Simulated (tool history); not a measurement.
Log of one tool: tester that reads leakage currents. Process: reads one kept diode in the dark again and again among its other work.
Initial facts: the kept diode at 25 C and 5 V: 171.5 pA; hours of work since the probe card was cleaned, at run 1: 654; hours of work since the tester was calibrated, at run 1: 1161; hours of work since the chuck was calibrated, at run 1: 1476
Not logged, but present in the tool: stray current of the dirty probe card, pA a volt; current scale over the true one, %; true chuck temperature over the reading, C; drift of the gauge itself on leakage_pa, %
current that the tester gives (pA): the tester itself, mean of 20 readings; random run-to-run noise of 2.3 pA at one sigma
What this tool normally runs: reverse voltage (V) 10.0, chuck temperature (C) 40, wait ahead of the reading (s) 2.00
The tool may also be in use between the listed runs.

| run | hour | reverse voltage (V) | chuck temperature (C) | wait ahead of the reading (s) | hours of work since the probe card was cleaned | hours of work since the tester was calibrated | hours of work since the chuck was calibrated | current that the tester gives (pA) |
|---|---|---|---|---|---|---|---|---|
| 1 | 0.0 | 10.0 | 40 | 2.00 | 654 | 1161 | 1476 | 860.36 |
| 2 | 125.9 | 10.0 | 40 | 2.00 | 737 | 1244 | 1559 | 868.25 |
| 3 | 299.4 | 10.0 | 40 | 2.00 | 851 | 1358 | 1673 | 882.08 |
| 4 | 515.9 | 10.0 | 40 | 2.00 | 993 | 1500 | 1815 | 886.14 |
| 5 | 669.3 | 10.0 | 40 | 2.00 | 1094 | 1601 | 1916 | 901.07 |
| 6 | 822.7 | 10.0 | 40 | 2.00 | 1195 | 1702 | 2016 | 907.89 |
| 7 | 960.8 | 10.0 | 40 | 2.00 | 1286 | 1792 | 2107 | 914.11 |
|  | 1005.0 | chuck's temperature calibrated |
| 8 | 1101.8 | 10.0 | 40 | 2.00 | 1377 | 1884 | 64 | 756.33 |
| 9 | 1288.4 | 3.1 | 40 | 2.00 | 1500 | 2006 | 186 | 510.34 |
| 10 | 1505.6 | 10.0 | 46 | 2.00 | 1642 | 2149 | 329 | 1221.43 |
| 11 | 1640.1 | 10.0 | 46 | 0.71 | 1731 | 2237 | 417 | 1235.43 |
|  | 1761.9 | tester calibrated |
| 12 | 1765.5 | 10.0 | 40 | 6.26 | 1812 | 2 | 498 | 799.84 |
| 13 | 1885.4 | 10.0 | 40 | 6.26 | 1890 | 81 | 577 | 809.11 |
| 14 | 2149.2 | 10.0 | 27 | 2.00 | 2064 | 254 | 750 | 292.52 |
| 15 | 2382.8 | 10.0 | 27 | 2.00 | 2217 | 408 | 904 | 298.25 |
| 16 | 2596.6 | 10.0 | 40 | 2.00 | 2358 | 548 | 1044 | 843.10 |
| 17 | 2788.9 | 10.0 | 40 | 2.00 | 2484 | 675 | 1171 | 848.81 |
| 18 | 2952.8 | 10.0 | 40 | 2.00 | 2592 | 782 | 1278 | 857.74 |
| 19 | 3221.3 | 10.0 | 40 | 2.00 | 2768 | 959 | 1455 | 871.40 |
| 20 | 3377.2 | 10.0 | 40 | 2.00 | 2871 | 1061 | 1557 | 875.73 |
|  | 3470.9 | probe card cleaned and baked |
| 21 | 3624.3 | 5.2 | 27 | 2.00 | 101 | 1222 | 1718 | 241.63 |
| 22 | 3808.6 | 6.4 | 29 | 1.51 | 222 | 1343 | 1839 | 309.20 |
| 23 | 4049.1 | 1.7 | 26 | 3.66 | 380 | 1501 | 1997 | 155.41 |
| 24 | 4206.2 | 18.4 | 40 | 1.73 | 483 | 1604 | 2100 | 1103.61 |
|  | 4271.8 | chuck's temperature calibrated |
| 25 | 4393.6 | 18.4 | 40 | 1.73 | 605 | 1726 | 80 | 933.34 |
| 26 | 4620.6 | 5.5 | 27 | 1.35 | 754 | 1875 | 229 | 216.32 |
| 27 | 4852.5 | 5.5 | 27 | 5.53 | 906 | 2027 | 381 | 219.84 |
| 28 | 5079.5 | 5.5 | 27 | 5.53 | 1056 | 2176 | 531 | 222.08 |
|  | 5301.8 | tester calibrated |
| 29 | 5315.3 | 3.3 | 43 | 0.67 | 1209 | 9 | 684 | 705.21 |
| 30 | 5501.0 | 3.6 | 26 | 2.00 | 1331 | 131 | 806 | 185.14 |
| 31 | 5720.3 | 3.6 | 26 | 2.00 | 1475 | 275 | 950 | 188.56 |
| 32 | 5951.9 | 3.6 | 26 | 2.00 | 1627 | 427 | 1103 | 190.55 |
| 33 | 6130.0 | 3.6 | 26 | 2.00 | 1744 | 544 | 1220 | 193.40 |
| 34 | 6272.9 | 3.6 | 26 | 2.00 | 1838 | 638 | 1313 | 195.46 |
| 35 | 6556.7 | 3.9 | 51 | 2.99 | 2025 | 824 | 1500 | 1456.09 |
| 36 | 6783.5 | 2.4 | 38 | 1.22 | 2174 | 973 | 1649 | 465.46 |
| 37 | 7053.2 | 2.8 | 38 | 0.45 | 2351 | 1151 | 1826 | 498.20 |
| 38 | 7315.4 | 1.3 | 36 | 0.45 | 2523 | 1323 | 1998 | 331.41 |
| 39 | 7519.3 | 10.0 | 40 | 9.41 | 2657 | 1457 | 2132 | 926.77 |
|  | 7534.3 | chuck's temperature calibrated |
| 40 | 7654.7 | 2.2 | 56 | 8.40 | 2745 | 1545 | 79 | 1519.66 |

Alternative continuations, all from the tool just after run 40; predict every row:
| A | 7785.6 | 10.0 | 50 | 4.56 | 2831 | 1631 | 165 | ? |
| B | 7785.6 | 4.1 | 53 | 9.16 | 2831 | 1631 | 165 | ? |
| C | 7785.6 | 2.2 | 35 | 8.40 | 2831 | 1631 | 165 | ? |

| run | current that the tester gives (pA) |
|---|---|
| A | 1650.89 |
| B | 1520.46 |
| C | 310.76 |
Stripped of hidden state, with their random variation kept, the same runs would have yielded:
| run | current that the tester gives (pA) |
|---|---|
| A | 1624.53 |
| B | 1508.53 |
| C | 304.55 |

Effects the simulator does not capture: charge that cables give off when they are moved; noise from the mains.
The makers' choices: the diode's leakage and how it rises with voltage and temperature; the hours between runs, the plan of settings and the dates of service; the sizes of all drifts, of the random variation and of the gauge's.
